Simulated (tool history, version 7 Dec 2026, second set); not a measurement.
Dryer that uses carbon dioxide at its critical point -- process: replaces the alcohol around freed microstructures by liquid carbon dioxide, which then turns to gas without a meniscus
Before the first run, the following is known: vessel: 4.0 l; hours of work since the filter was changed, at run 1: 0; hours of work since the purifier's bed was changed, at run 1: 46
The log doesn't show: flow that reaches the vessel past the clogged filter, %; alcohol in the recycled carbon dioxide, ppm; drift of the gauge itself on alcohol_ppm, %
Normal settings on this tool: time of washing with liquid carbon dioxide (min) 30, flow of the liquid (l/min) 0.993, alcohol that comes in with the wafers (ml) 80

| run | hour | time of washing with liquid carbon dioxide (min) | flow of the liquid (l/min) | alcohol that comes in with the wafers (ml) | hours of work since the filter was changed | hours of work since the purifier's bed was changed | alcohol left in the vessel before it's heated (ppm by volume) |
|---|---|---|---|---|---|---|---|
| 1 | 0.0 | 30 | 0.993 | 80 | 0 | 46 | 32 |
| 2 | 67.7 | 30 | 0.993 | 54 | 26 | 72 | 25 |
| 3 | 128.3 | 30 | 0.993 | 54 | 50 | 95 | 36 |
| 4 | 184.1 | 30 | 0.993 | 54 | 71 | 116 | 37 |
| 5 | 246.1 | 30 | 0.993 | 55 | 95 | 140 | 37 |
| 6 | 314.4 | 30 | 0.993 | 55 | 121 | 167 | 34 |
| 7 | 358.2 | 30 | 0.993 | 80 | 138 | 184 | 54 |
| 8 | 388.9 | 30 | 0.993 | 80 | 150 | 195 | 60 |
| 9 | 417.1 | 47 | 1.195 | 40 | 161 | 206 | 26 |
| 10 | 471.4 | 47 | 1.195 | 40 | 182 | 227 | 26 |
| 11 | 513.1 | 30 | 1.195 | 40 | 198 | 243 | 34 |
| 12 | 546.1 | 30 | 0.732 | 41 | 211 | 256 | 131 |
| 13 | 603.6 | 30 | 0.732 | 41 | 233 | 278 | 146 |
| 14 | 661.4 | 30 | 0.770 | 29 | 255 | 301 | 105 |

5 ways to go on from here, each from the tool as it stands after run 14. What would each give?
| A | 696.6 | 46 | 0.661 | 40 | 269 | 314 | ? |
| B | 696.6 | 44 | 1.067 | 29 | 269 | 314 | ? |
| C | 696.6 | 18 | 1.608 | 29 | 269 | 314 | ? |
| D | 696.6 | 30 | 0.993 | 48 | 269 | 314 | ? |
| E | 696.6 | 31 | 0.993 | 80 | 269 | 314 | ? |

| run | alcohol left in the vessel before it's heated (ppm by volume) |
|---|---|
| A | 61 |
| B | 40 |
| C | 52 |
| D | 65 |
| E | 81 |
The same runs, with their run-to-run variation unchanged, on a tool lacking any hidden condition would have given:
| run | alcohol left in the vessel before it's heated (ppm by volume) |
|---|---|
| A | 21 |
| B | 9 |
| C | 16 |
| D | 25 |
| E | 37 |

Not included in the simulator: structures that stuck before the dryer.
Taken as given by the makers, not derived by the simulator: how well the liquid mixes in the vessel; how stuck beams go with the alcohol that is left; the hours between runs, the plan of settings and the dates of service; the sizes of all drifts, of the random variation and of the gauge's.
